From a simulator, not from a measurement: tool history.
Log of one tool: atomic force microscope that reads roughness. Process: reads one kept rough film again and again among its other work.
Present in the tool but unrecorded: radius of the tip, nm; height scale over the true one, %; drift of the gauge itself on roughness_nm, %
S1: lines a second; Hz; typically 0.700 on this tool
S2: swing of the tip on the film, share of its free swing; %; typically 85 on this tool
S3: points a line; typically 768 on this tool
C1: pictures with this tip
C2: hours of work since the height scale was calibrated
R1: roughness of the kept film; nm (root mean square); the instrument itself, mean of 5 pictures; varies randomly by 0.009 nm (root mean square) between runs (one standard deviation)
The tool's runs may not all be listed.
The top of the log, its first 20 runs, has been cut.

| run | hour | S1 | S2 | S3 | C1 | C2 | R1 |
|---|---|---|---|---|---|---|---|
|  | 458.2 | new tip fitted |
| 21 | 463.1 | 0.700 | 64 | 616 | 7 | 459 | 2.062 |
| 22 | 483.7 | 0.700 | 64 | 616 | 38 | 469 | 1.910 |
| 23 | 512.6 | 0.700 | 64 | 616 | 81 | 483 | 1.768 |
|  | 529.9 | new tip fitted |
| 24 | 539.3 | 0.700 | 64 | 616 | 14 | 496 | 2.026 |
| 25 | 566.0 | 0.700 | 61 | 587 | 54 | 510 | 1.895 |
| 26 | 594.2 | 2.031 | 86 | 831 | 96 | 524 | 1.505 |
|  | 602.6 | new tip fitted |
| 27 | 624.5 | 2.704 | 57 | 607 | 33 | 538 | 1.901 |
| 28 | 638.6 | 1.645 | 85 | 600 | 54 | 545 | 1.686 |
| 29 | 655.9 | 0.700 | 58 | 768 | 79 | 554 | 1.790 |
|  | 675.4 | new tip fitted |
| 30 | 684.4 | 0.854 | 72 | 544 | 13 | 568 | 1.970 |
| 31 | 700.1 | 0.854 | 72 | 517 | 37 | 576 | 1.896 |
| 32 | 726.4 | 0.854 | 65 | 517 | 76 | 589 | 1.768 |
| 33 | 743.5 | 0.854 | 65 | 517 | 102 | 597 | 1.687 |

Here are 5 independent what-if runs from the current tool condition. What would each one return?
|  | 748.3 | new tip fitted |
| A | 775.4 | 0.854 | 66 | 517 | 40 | 613 | ? |
|  | 748.3 | new tip fitted |
| B | 775.4 | 3.452 | 65 | 712 | 40 | 613 | ? |
|  | 748.3 | new tip fitted |
| C | 775.4 | 0.700 | 87 | 289 | 40 | 613 | ? |
|  | 748.3 | new tip fitted |
| D | 775.4 | 0.854 | 66 | 838 | 40 | 613 | ? |
|  | 748.3 | new tip fitted |
| E | 775.4 | 0.700 | 78 | 329 | 40 | 613 | ? |

| run | R1 |
|---|---|
| A | 1.908 |
| B | 1.776 |
| C | 1.825 |
| D | 1.923 |
| E | 1.893 |
What these runs would have given with no unlogged condition in the tool:
| run | R1 |
|---|---|
| A | 2.083 |
| B | 1.940 |
| C | 1.993 |
| D | 2.100 |
| E | 2.067 |
